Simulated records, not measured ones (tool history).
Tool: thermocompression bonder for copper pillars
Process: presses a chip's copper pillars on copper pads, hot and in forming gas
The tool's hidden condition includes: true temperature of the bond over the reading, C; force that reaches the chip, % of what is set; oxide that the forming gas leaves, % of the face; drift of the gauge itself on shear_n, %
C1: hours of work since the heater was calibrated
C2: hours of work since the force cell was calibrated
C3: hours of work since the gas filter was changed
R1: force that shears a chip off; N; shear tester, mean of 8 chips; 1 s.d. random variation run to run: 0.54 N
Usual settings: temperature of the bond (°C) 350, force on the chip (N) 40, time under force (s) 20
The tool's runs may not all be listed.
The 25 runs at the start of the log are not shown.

{"run": 26, "hour": 972.2, "temperature of the bond (°C)": 350, "force on the chip (N)": 39, "time under force (s)": 42, "C1": 292, "C2": 1045, "C3": 117, "R1": 82}
{"run": 27, "hour": 1013.2, "temperature of the bond (°C)": 350, "force on the chip (N)": 39, "time under force (s)": 42, "C1": 319, "C2": 1072, "C3": 144, "R1": 80.7}
{"run": 28, "hour": 1048.6, "temperature of the bond (°C)": 350, "force on the chip (N)": 47, "time under force (s)": 42, "C1": 343, "C2": 1096, "C3": 168, "R1": 90.8}
{"run": 29, "hour": 1071.2, "temperature of the bond (°C)": 379, "force on the chip (N)": 26, "time under force (s)": 37, "C1": 358, "C2": 1111, "C3": 183, "R1": 66.9}
{"run": 30, "hour": 1122.4, "temperature of the bond (°C)": 346, "force on the chip (N)": 25, "time under force (s)": 12, "C1": 392, "C2": 1145, "C3": 217, "R1": 30.7}
{"run": 31, "hour": 1154.4, "temperature of the bond (°C)": 371, "force on the chip (N)": 47, "time under force (s)": 17, "C1": 413, "C2": 1167, "C3": 238, "R1": 82.2}
{"run": 32, "hour": 1184.2, "temperature of the bond (°C)": 371, "force on the chip (N)": 47, "time under force (s)": 17, "C1": 433, "C2": 1186, "C3": 258, "R1": 80.4}
{"hour": 1218.3, "done": "forming gas filter changed"}
{"run": 33, "hour": 1233.6, "temperature of the bond (°C)": 361, "force on the chip (N)": 47, "time under force (s)": 52, "C1": 466, "C2": 1219, "C3": 10, "R1": 105}
{"run": 34, "hour": 1283.4, "temperature of the bond (°C)": 357, "force on the chip (N)": 40, "time under force (s)": 37, "C1": 499, "C2": 1252, "C3": 43, "R1": 86.4}
{"run": 35, "hour": 1330.6, "temperature of the bond (°C)": 352, "force on the chip (N)": 32, "time under force (s)": 22, "C1": 530, "C2": 1284, "C3": 75, "R1": 58.1}
{"run": 36, "hour": 1356.6, "temperature of the bond (°C)": 352, "force on the chip (N)": 45, "time under force (s)": 22, "C1": 548, "C2": 1301, "C3": 92, "R1": 78}

Here are 3 independent what-if runs from the current tool condition. What would each one return?
{"run": "A", "hour": 1397.9, "temperature of the bond (°C)": 367, "force on the chip (N)": 45, "time under force (s)": 22, "C1": 575, "C2": 1328, "C3": 120, "R1": "?"}
{"run": "B", "hour": 1397.9, "temperature of the bond (°C)": 352, "force on the chip (N)": 45, "time under force (s)": 19, "C1": 575, "C2": 1328, "C3": 120, "R1": "?"}
{"run": "C", "hour": 1397.9, "temperature of the bond (°C)": 365, "force on the chip (N)": 52, "time under force (s)": 22, "C1": 575, "C2": 1328, "C3": 120, "R1": "?"}

run=A R1=85
run=B R1=75.1
run=C R1=92.9
The same runs, with their run-to-run variation unchanged, on a tool lacking any hidden condition would have given:
run=A R1=89.2
run=B R1=78.9
run=C R1=97.3
